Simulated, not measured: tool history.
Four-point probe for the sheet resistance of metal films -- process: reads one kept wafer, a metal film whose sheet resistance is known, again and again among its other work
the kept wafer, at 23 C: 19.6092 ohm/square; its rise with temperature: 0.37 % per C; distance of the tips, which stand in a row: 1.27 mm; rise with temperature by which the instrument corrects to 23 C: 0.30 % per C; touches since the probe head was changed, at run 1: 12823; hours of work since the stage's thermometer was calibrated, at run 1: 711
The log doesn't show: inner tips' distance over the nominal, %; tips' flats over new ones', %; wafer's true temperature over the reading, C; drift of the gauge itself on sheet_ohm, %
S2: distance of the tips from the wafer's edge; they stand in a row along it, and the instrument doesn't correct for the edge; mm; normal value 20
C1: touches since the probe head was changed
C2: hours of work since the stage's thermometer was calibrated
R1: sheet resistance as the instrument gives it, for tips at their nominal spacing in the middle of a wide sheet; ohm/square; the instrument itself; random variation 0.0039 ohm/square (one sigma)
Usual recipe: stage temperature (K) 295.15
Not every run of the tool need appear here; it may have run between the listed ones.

{"run": 1, "day": 0.0, "stage temperature (K)": 295.15, "S2": 20, "C1": 12823, "C2": 711, "R1": 19.640519}
{"run": 2, "day": 0.875, "stage temperature (K)": 295.15, "S2": 37, "C1": 13510, "C2": 727, "R1": 19.610255}
{"run": 3, "day": 2.05, "stage temperature (K)": 295.15, "S2": 37, "C1": 14432, "C2": 748, "R1": 19.613108}
{"run": 4, "day": 3.292, "stage temperature (K)": 295.15, "S2": 20, "C1": 15405, "C2": 770, "R1": 19.637725}
{"run": 5, "day": 4.321, "stage temperature (K)": 303.15, "S2": 20, "C1": 16213, "C2": 789, "R1": 19.732859}
{"run": 6, "day": 5.804, "stage temperature (K)": 303.15, "S2": 20, "C1": 17374, "C2": 816, "R1": 19.742575}
{"run": 7, "day": 7.458, "stage temperature (K)": 303.15, "S2": 20, "C1": 18673, "C2": 845, "R1": 19.72686}
{"run": 8, "day": 8.9, "stage temperature (K)": 293.15, "S2": 20, "C1": 19804, "C2": 871, "R1": 19.613307}
{"run": 9, "day": 9.65, "stage temperature (K)": 295.15, "S2": 20, "C1": 20392, "C2": 885, "R1": 19.643503}
{"run": 10, "day": 11.271, "stage temperature (K)": 295.15, "S2": 20, "C1": 21661, "C2": 914, "R1": 19.635947}
{"run": 11, "day": 12.317, "stage temperature (K)": 297.15, "S2": 22, "C1": 22480, "C2": 933, "R1": 19.655551}
{"run": 12, "day": 13.192, "stage temperature (K)": 295.15, "S2": 22, "C1": 23167, "C2": 948, "R1": 19.638723}
{"run": 13, "day": 14.071, "stage temperature (K)": 295.15, "S2": 22, "C1": 23858, "C2": 964, "R1": 19.633026}
{"run": 14, "day": 14.921, "stage temperature (K)": 295.15, "S2": 22, "C1": 24523, "C2": 980, "R1": 19.635963}
{"run": 15, "day": 15.804, "stage temperature (K)": 306.15, "S2": 59, "C1": 25215, "C2": 995, "R1": 19.728476}
{"run": 16, "day": 16.746, "stage temperature (K)": 305.15, "S2": 56, "C1": 25953, "C2": 1012, "R1": 19.714541}
{"run": 17, "day": 18.346, "stage temperature (K)": 305.15, "S2": 56, "C1": 27208, "C2": 1041, "R1": 19.720183}
{"run": 18, "day": 19.671, "stage temperature (K)": 295.15, "S2": 4, "C1": 28248, "C2": 1065, "R1": 20.598756}
{"run": 19, "day": 20.638, "stage temperature (K)": 295.15, "S2": 4, "C1": 29006, "C2": 1082, "R1": 20.60452}
{"run": 20, "day": 21.392, "stage temperature (K)": 296.15, "S2": 20, "C1": 29596, "C2": 1096, "R1": 19.64412}

Consider 3 possible next runs. They are alternatives, not a sequence: every one starts from the tool as it was left by run 20. What does each give?
{"run": "A", "day": 22.462, "stage temperature (K)": 295.15, "S2": 57, "C1": 30436, "C2": 1115, "R1": "?"}
{"run": "B", "day": 22.462, "stage temperature (K)": 300.15, "S2": 35, "C1": 30436, "C2": 1115, "R1": "?"}
{"run": "C", "day": 22.462, "stage temperature (K)": 301.15, "S2": 20, "C1": 30436, "C2": 1115, "R1": "?"}

run=A R1=19.601399
run=B R1=19.670407
run=C R1=19.7095
With the hidden condition removed and each run's random variation left untouched, the same runs would have given:
run=A R1=19.602006
run=B R1=19.671019
run=C R1=19.710113
